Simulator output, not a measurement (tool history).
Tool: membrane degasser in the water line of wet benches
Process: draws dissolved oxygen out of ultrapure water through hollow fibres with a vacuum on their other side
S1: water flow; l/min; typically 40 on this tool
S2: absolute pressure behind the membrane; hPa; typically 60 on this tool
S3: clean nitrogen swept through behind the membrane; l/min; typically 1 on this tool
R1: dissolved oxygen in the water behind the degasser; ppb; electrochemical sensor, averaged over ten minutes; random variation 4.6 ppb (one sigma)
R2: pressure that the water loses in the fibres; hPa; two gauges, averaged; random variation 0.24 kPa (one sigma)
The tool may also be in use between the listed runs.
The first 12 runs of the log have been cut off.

run 13 hour=1023.3 | S1=40 S2=60 S3=2.49 | R1=355.2 R2=631.1
run 14 hour=1085.3 | S1=40 S2=60 S3=2.49 | R1=353.9 R2=629
run 15 hour=1154.2 | S1=40 S2=60 S3=1.7 | R1=381.9 R2=634.7
run 16 hour=1224.4 | S1=40 S2=60 S3=1.7 | R1=389.3 R2=633.8
run 17 hour=1278.5 | S1=33 S2=93.9 S3=2.22 | R1=391.3 R2=517.9
run 18 hour=1323.7 | S1=33 S2=47.4 S3=2.22 | R1=229.3 R2=515.5
run 19 hour=1425.9 | S1=52 S2=79.8 S3=1.07 | R1=780 R2=818.3
run 20 hour=1502.8 | S1=52 S2=79.8 S3=1.07 | R1=765.3 R2=822.1
run 21 hour=1578.5 | S1=48 S2=36.4 S3=0.76 | R1=390.3 R2=749.6
run 22 hour=1674.5 | S1=48 S2=36.4 S3=0.76 | R1=389.7 R2=751.9

Forecast run 23:
run 23 hour=1724.4 | S1=46 S2=36.4 S3=1.94 | R1=? R2=?

For run 23 the tool returned R1 343.8 ppb, R2 717.3 hPa.
Had the tool carried no hidden state, the very same run would have given R1 343.4 ppb, R2 737.5 hPa.

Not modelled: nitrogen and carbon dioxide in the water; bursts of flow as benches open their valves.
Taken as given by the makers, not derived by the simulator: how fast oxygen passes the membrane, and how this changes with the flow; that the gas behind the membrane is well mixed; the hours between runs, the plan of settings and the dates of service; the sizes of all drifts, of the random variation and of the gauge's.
